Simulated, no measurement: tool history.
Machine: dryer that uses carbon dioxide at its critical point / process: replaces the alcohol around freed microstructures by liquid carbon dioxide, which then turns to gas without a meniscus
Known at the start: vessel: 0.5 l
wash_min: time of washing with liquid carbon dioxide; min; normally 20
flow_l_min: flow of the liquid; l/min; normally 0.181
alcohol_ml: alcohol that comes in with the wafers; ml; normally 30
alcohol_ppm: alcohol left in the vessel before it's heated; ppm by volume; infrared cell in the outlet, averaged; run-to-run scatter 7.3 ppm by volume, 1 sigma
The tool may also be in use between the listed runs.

run,hour,wash_min,flow_l_min,alcohol_ml,alcohol_ppm
1,0,20,0.181,30,597
2,38.2,29,0.181,30,204
3,91.3,20,0.181,30,665
4,129,20,0.181,30,663
5,187.8,20,0.214,30,373
6,246,20,0.214,30,417
7,279.1,20,0.214,91,885
8,336.1,20,0.214,91,975
9,392.8,20,0.214,91,997
10,440.4,20,0.214,91,1049
11,485.9,20,0.214,91,1079
12,538.7,20,0.214,91,1129
13,575.7,20,0.181,30,914
14,605.2,20,0.181,30,969
# hour 633.3: inlet filter changed
15,636.1,20,0.181,30,580
16,665.4,20,0.181,30,559
17,719.6,20,0.181,74,1161
18,746.4,20,0.181,30,613
19,798.2,20,0.181,30,629
20,825.4,20,0.181,30,645
21,880.7,20,0.142,30,1499
22,930.5,20,0.181,30,679
23,963.3,20,0.181,25,650
24,1005.7,20,0.181,25,653
25,1036,20,0.181,25,649
26,1077.5,20,0.181,25,676
27,1133.6,25,0.224,25,298
28,1171.5,25,0.224,25,302
29,1209.6,21,0.18,54,1084
30,1249.3,14,0.111,36,10358
31,1296.1,13,0.181,66,6914
32,1323.6,13,0.181,66,6958
# hour 1365.8: purifier's bed changed
33,1385.1,20,0.172,30,832
34,1424.5,20,0.172,67,1820
35,1482.7,16,0.172,67,4567
36,1511.1,16,0.172,67,4730
# hour 1545.4: inlet filter changed
37,1546.6,14,0.181,30,1701
38,1595.9,14,0.181,30,1697
39,1632.2,15,0.111,24,4620
40,1664.9,13,0.181,30,2338
41,1714.7,32,0.247,23,42
42,1770.9,20,0.125,30,2063
43,1830,20,0.125,30,2148
44,1855,20,0.163,75,1894
45,1895.6,20,0.163,75,1967
46,1927.5,20,0.163,22,651
47,1980,20,0.132,22,1419

Here are 3 independent what-if runs from the current tool condition. What would each one return?
A,2015.2,20,0.155,48,?
B,2015.2,18,0.116,41,?
C,2015.2,24,0.199,85,?

run,alcohol_ppm
A,1748
B,5348
C,390
Stripped of hidden state, with their random variation kept, the same runs would have yielded:
run,alcohol_ppm
A,1216
B,4256
C,194

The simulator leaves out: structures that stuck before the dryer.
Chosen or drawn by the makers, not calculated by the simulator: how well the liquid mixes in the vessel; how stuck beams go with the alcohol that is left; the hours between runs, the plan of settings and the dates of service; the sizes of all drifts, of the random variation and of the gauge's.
